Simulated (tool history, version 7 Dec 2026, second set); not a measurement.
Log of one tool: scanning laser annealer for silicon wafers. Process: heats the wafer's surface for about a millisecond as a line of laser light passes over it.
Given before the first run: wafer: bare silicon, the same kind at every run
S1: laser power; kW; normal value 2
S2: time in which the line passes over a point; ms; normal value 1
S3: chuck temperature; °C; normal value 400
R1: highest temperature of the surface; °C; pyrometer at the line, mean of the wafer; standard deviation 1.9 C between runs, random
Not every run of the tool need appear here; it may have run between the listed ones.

run,hour,S1,S2,S3,R1
1,0,2,1,400,1073
2,48.6,2,1,400,1071
3,107.1,2,1,400,1070
4,153.7,2,1,400,1070
5,203.8,2,1,400,1069
# hour 212.2: laser's power meter calibrated
6,281.5,2,1,388,1053
7,328.7,1.995,1.09,434,1120

Forecast run 8:
8,386.7,1.995,1.09,434,?

{"run 8": {"R1": 1118}}
With no hidden state in the tool, this same run would have given R1 1162 °C.
